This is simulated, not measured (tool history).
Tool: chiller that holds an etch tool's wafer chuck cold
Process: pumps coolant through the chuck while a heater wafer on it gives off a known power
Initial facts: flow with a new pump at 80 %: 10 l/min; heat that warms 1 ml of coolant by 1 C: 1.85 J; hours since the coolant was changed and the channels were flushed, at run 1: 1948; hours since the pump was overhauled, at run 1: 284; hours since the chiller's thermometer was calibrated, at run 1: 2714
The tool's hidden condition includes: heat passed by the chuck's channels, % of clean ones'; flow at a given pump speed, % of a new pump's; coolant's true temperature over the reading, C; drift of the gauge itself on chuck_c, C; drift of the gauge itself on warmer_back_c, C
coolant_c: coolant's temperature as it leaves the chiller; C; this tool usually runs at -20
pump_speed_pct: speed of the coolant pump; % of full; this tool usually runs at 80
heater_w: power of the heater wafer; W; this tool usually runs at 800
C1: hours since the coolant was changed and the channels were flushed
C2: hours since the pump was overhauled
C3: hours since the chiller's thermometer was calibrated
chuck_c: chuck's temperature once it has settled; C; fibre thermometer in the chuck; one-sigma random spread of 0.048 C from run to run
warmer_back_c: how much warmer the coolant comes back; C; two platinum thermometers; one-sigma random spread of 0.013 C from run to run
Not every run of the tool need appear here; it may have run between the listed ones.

{"run": 1, "day": 0.0, "coolant_c": -20, "pump_speed_pct": 80, "heater_w": 800, "C1": 1948, "C2": 284, "C3": 2714, "chuck_c": -14.17, "warmer_back_c": 2.62}
{"run": 2, "day": 0.829, "coolant_c": -20, "pump_speed_pct": 80, "heater_w": 800, "C1": 1968, "C2": 304, "C3": 2734, "chuck_c": -14.13, "warmer_back_c": 2.63}
{"run": 3, "day": 1.429, "coolant_c": -20, "pump_speed_pct": 80, "heater_w": 800, "C1": 1982, "C2": 319, "C3": 2749, "chuck_c": -14.18, "warmer_back_c": 2.6}
{"run": 4, "day": 2.283, "coolant_c": -20, "pump_speed_pct": 80, "heater_w": 800, "C1": 2003, "C2": 339, "C3": 2769, "chuck_c": -14.11, "warmer_back_c": 2.63}
{"run": 5, "day": 3.138, "coolant_c": -20, "pump_speed_pct": 80, "heater_w": 800, "C1": 2023, "C2": 360, "C3": 2790, "chuck_c": -14.11, "warmer_back_c": 2.62}
{"run": 6, "day": 4.342, "coolant_c": -20, "pump_speed_pct": 80, "heater_w": 800, "C1": 2052, "C2": 389, "C3": 2819, "chuck_c": -14.11, "warmer_back_c": 2.61}
{"run": 7, "day": 5.088, "coolant_c": -20, "pump_speed_pct": 80, "heater_w": 800, "C1": 2070, "C2": 407, "C3": 2837, "chuck_c": -14.09, "warmer_back_c": 2.62}
{"day": 5.983, "done": "chiller's thermometer calibrated"}
{"run": 8, "day": 6.129, "coolant_c": -19, "pump_speed_pct": 80, "heater_w": 800, "C1": 2094, "C2": 431, "C3": 3, "chuck_c": -13.64, "warmer_back_c": 2.65}
{"run": 9, "day": 7.454, "coolant_c": -20, "pump_speed_pct": 80, "heater_w": 800, "C1": 2126, "C2": 462, "C3": 35, "chuck_c": -14.77, "warmer_back_c": 2.61}
{"run": 10, "day": 8.433, "coolant_c": -20, "pump_speed_pct": 80, "heater_w": 800, "C1": 2149, "C2": 486, "C3": 59, "chuck_c": -14.64, "warmer_back_c": 2.61}
{"run": 11, "day": 9.742, "coolant_c": -20, "pump_speed_pct": 80, "heater_w": 495, "C1": 2181, "C2": 517, "C3": 90, "chuck_c": -16.84, "warmer_back_c": 1.64}
{"run": 12, "day": 10.646, "coolant_c": -20, "pump_speed_pct": 80, "heater_w": 495, "C1": 2203, "C2": 539, "C3": 112, "chuck_c": -16.78, "warmer_back_c": 1.62}
{"run": 13, "day": 11.321, "coolant_c": -20, "pump_speed_pct": 80, "heater_w": 495, "C1": 2219, "C2": 555, "C3": 128, "chuck_c": -16.75, "warmer_back_c": 1.61}
{"run": 14, "day": 11.988, "coolant_c": -20, "pump_speed_pct": 60, "heater_w": 800, "C1": 2235, "C2": 571, "C3": 144, "chuck_c": -13.51, "warmer_back_c": 3.57}
{"run": 15, "day": 12.996, "coolant_c": -20, "pump_speed_pct": 60, "heater_w": 800, "C1": 2259, "C2": 595, "C3": 168, "chuck_c": -13.37, "warmer_back_c": 3.58}
{"run": 16, "day": 14.062, "coolant_c": -20, "pump_speed_pct": 60, "heater_w": 800, "C1": 2285, "C2": 621, "C3": 194, "chuck_c": -13.39, "warmer_back_c": 3.58}
{"run": 17, "day": 15.233, "coolant_c": -20, "pump_speed_pct": 60, "heater_w": 800, "C1": 2313, "C2": 649, "C3": 222, "chuck_c": -13.44, "warmer_back_c": 3.59}
{"run": 18, "day": 16.612, "coolant_c": -29, "pump_speed_pct": 60, "heater_w": 530, "C1": 2346, "C2": 682, "C3": 255, "chuck_c": -24.56, "warmer_back_c": 2.36}
{"run": 19, "day": 17.442, "coolant_c": -20, "pump_speed_pct": 68, "heater_w": 800, "C1": 2366, "C2": 702, "C3": 275, "chuck_c": -14.0, "warmer_back_c": 3.13}
{"run": 20, "day": 18.071, "coolant_c": -20, "pump_speed_pct": 89, "heater_w": 594, "C1": 2381, "C2": 717, "C3": 290, "chuck_c": -16.28, "warmer_back_c": 1.75}
{"run": 21, "day": 18.638, "coolant_c": -20, "pump_speed_pct": 96, "heater_w": 594, "C1": 2394, "C2": 731, "C3": 304, "chuck_c": -16.42, "warmer_back_c": 1.61}
{"run": 22, "day": 19.542, "coolant_c": -28, "pump_speed_pct": 96, "heater_w": 594, "C1": 2416, "C2": 753, "C3": 325, "chuck_c": -24.48, "warmer_back_c": 1.59}
{"run": 23, "day": 20.204, "coolant_c": -14, "pump_speed_pct": 80, "heater_w": 559, "C1": 2432, "C2": 768, "C3": 341, "chuck_c": -10.26, "warmer_back_c": 1.87}

What will run 24 give?
{"run": 24, "day": 21.504, "coolant_c": -11, "pump_speed_pct": 81, "heater_w": 763, "C1": 2463, "C2": 800, "C3": 372, "chuck_c": "?", "warmer_back_c": "?"}

For run 24 the tool returned chuck_c -5.89 C, warmer_back_c 2.48 C.
With the hidden condition absent and the run-to-run variation left alone, this run would have shown chuck_c -6.11 C, warmer_back_c 2.45 C.

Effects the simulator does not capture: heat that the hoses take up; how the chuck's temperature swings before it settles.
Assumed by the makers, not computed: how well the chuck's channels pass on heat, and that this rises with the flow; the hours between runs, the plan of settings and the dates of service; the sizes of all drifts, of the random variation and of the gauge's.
